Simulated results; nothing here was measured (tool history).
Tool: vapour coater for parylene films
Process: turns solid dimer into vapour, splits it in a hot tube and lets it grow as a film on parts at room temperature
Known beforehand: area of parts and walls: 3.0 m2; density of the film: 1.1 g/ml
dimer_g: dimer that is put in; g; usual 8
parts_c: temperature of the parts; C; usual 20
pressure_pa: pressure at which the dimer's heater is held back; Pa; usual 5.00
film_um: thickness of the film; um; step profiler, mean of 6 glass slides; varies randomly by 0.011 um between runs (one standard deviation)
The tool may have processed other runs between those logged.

| run | hour | dimer_g | parts_c | pressure_pa | film_um |
|---|---|---|---|---|---|
| 1 | 0.0 | 8 | 20 | 5.00 | 1.49 |
|  | 53.1 | trap's valve overhauled |
| 2 | 55.2 | 8 | 20 | 5.00 | 1.36 |
| 3 | 88.9 | 8 | 13 | 5.00 | 1.65 |
| 4 | 119.0 | 8 | 13 | 5.00 | 1.64 |
| 5 | 143.7 | 8 | 13 | 5.00 | 1.63 |
| 6 | 179.1 | 8 | 13 | 5.00 | 1.58 |
| 7 | 200.9 | 9 | 13 | 5.00 | 1.77 |
| 8 | 230.2 | 7 | 20 | 10.58 | 1.05 |
| 9 | 261.7 | 7 | 20 | 10.58 | 1.05 |
| 10 | 300.0 | 7 | 20 | 10.58 | 1.04 |
| 11 | 350.1 | 7 | 20 | 10.58 | 1.02 |

Here are 4 independent what-if runs from the current tool condition. What would each one return?
|  | 356.9 | trap's valve overhauled |
|  | 365.7 | trap's valve overhauled, once more |
| A | 397.9 | 9 | 20 | 10.58 | ? |
|  | 356.9 | trap's valve overhauled |
|  | 365.7 | trap's valve overhauled, once more |
| B | 397.9 | 11 | 20 | 10.12 | ? |
|  | 356.9 | trap's valve overhauled |
|  | 365.7 | trap's valve overhauled, once more |
| C | 397.9 | 7 | 18 | 10.58 | ? |
|  | 356.9 | trap's valve overhauled |
|  | 365.7 | trap's valve overhauled, once more |
| D | 397.9 | 5 | 20 | 5.72 | ? |

| run | film_um |
|---|---|
| A | 1.66 |
| B | 2.04 |
| C | 1.38 |
| D | 0.98 |
Without the tool's unlogged condition, the same runs would have read:
| run | film_um |
|---|---|
| A | 1.70 |
| B | 2.08 |
| C | 1.41 |
| D | 1.00 |
